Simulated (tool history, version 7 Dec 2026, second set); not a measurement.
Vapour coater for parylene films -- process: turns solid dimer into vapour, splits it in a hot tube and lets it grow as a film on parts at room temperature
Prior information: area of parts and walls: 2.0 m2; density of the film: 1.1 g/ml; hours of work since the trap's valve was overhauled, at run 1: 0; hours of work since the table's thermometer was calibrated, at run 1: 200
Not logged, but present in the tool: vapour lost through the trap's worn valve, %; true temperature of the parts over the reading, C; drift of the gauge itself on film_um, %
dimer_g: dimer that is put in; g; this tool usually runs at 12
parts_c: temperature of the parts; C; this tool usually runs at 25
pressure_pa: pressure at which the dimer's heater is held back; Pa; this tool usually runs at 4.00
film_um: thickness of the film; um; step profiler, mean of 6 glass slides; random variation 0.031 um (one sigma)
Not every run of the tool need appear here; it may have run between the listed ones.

run	day	dimer_g	parts_c	pressure_pa	hours of work since the trap's valve was overhauled	hours of work since the table's thermometer was calibrated	film_um
1	0.000	12	25	4.00	0	200	2.91
2	3.046	18	25	4.00	55	255	4.38
3	5.333	18	25	4.00	97	296	4.30
4	7.017	8	25	4.00	127	327	1.85
5	8.442	8	25	4.00	153	353	1.91
6	11.650	8	25	4.00	212	411	1.78
7	14.283	13	25	4.00	259	459	2.93
# day 15.350: trap's valve overhauled
8	16.008	13	25	7.51	12	487	2.77
9	17.333	13	25	7.51	36	511	2.74
10	19.542	12	25	4.00	76	551	2.90
11	22.200	12	25	4.00	124	600	2.83
12	24.575	12	35	4.00	168	643	1.82
13	26.129	12	25	4.00	196	671	2.80
14	28.017	12	25	4.00	230	705	2.73
# day 28.258: table's thermometer calibrated
15	29.883	12	25	4.00	263	30	2.74
# day 30.650: trap's valve overhauled
16	32.671	11	34	2.89	37	77	1.99
# day 33.558: table's thermometer calibrated, once more
17	34.538	11	34	2.89	70	18	1.96
18	36.717	13	25	10.01	109	57	2.56
19	39.571	13	25	10.01	161	109	2.47
20	42.296	6	24	2.47	211	159	1.61
21	44.483	6	25	9.64	250	198	1.14
# day 45.958: trap's valve overhauled
22	46.079	6	25	9.64	2	224	1.25
23	47.600	7	26	9.64	30	252	1.33
24	49.158	12	30	3.72	58	280	2.32
25	52.367	12	30	3.72	116	338	2.35
26	54.338	12	31	4.00	152	374	2.20
27	57.021	12	21	7.69	201	423	2.90
28	58.708	20	35	10.36	232	454	2.44
29	60.900	5	25	2.29	271	493	1.27

Measured result minus the same run's result without the hidden state. Both carry the same run-to-run variation, though not necessarily the same gauge scatter:
run	film_um
1	-0.03
2	-0.10
3	-0.15
4	-0.09
5	-0.11
6	-0.13
7	-0.26
8	-0.02
9	-0.04
10	-0.08
11	-0.12
12	-0.10
13	-0.18
14	-0.21
15	-0.24
16	-0.01
17	-0.04
18	-0.09
19	-0.13
20	-0.11
21	-0.09
22	+0.00
23	-0.01
24	-0.03
25	-0.07
26	-0.10
27	-0.17
28	-0.17
29	-0.10

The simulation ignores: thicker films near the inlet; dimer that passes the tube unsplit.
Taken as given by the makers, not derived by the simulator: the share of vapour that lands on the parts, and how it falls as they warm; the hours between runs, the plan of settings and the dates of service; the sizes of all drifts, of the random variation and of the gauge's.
